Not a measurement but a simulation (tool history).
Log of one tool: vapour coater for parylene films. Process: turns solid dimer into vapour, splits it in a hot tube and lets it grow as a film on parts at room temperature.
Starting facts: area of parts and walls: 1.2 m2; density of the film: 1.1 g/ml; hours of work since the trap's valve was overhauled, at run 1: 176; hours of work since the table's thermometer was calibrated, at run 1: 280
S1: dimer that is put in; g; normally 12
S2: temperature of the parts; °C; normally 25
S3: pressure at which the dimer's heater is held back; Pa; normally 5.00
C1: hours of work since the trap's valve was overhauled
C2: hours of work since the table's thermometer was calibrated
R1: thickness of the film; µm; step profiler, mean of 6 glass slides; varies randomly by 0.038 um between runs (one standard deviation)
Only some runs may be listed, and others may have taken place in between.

run 1 day=0.000 | S1=12 S2=25 S3=5.00 | C1=176 C2=280 | R1=6.58
run 2 day=1.062 | S1=12 S2=21 S3=5.00 | C1=194 C2=298 | R1=6.90
run 3 day=2.475 | S1=12 S2=21 S3=5.00 | C1=217 C2=322 | R1=6.91
run 4 day=3.400 | S1=6 S2=25 S3=5.00 | C1=233 C2=337 | R1=3.23
run 5 day=5.346 | S1=6 S2=25 S3=5.00 | C1=266 C2=370 | R1=3.24
run 6 day=6.546 | S1=12 S2=24 S3=5.00 | C1=286 C2=390 | R1=6.42
run 7 day=7.662 | S1=12 S2=31 S3=5.00 | C1=304 C2=409 | R1=5.76
run 8 day=9.721 | S1=12 S2=27 S3=6.17 | C1=339 C2=443 | R1=5.84
run 9 day=11.033 | S1=12 S2=27 S3=6.17 | C1=361 C2=465 | R1=5.69
-- day=11.312 trap's valve overhauled
run 10 day=12.346 | S1=12 S2=34 S3=10.96 | C1=17 C2=484 | R1=5.11
run 11 day=13.342 | S1=6 S2=24 S3=11.09 | C1=34 C2=501 | R1=2.97
run 12 day=14.762 | S1=20 S2=25 S3=9.32 | C1=58 C2=525 | R1=10.01

The next listed run, before its measurement:
run 13 day=16.612 | S1=20 S2=25 S3=9.32 | C1=89 C2=556 | R1=?

Logged for run 13: R1 9.88 µm.
Minus the tool's unlogged condition, the same run would have read R1 10.18 µm.

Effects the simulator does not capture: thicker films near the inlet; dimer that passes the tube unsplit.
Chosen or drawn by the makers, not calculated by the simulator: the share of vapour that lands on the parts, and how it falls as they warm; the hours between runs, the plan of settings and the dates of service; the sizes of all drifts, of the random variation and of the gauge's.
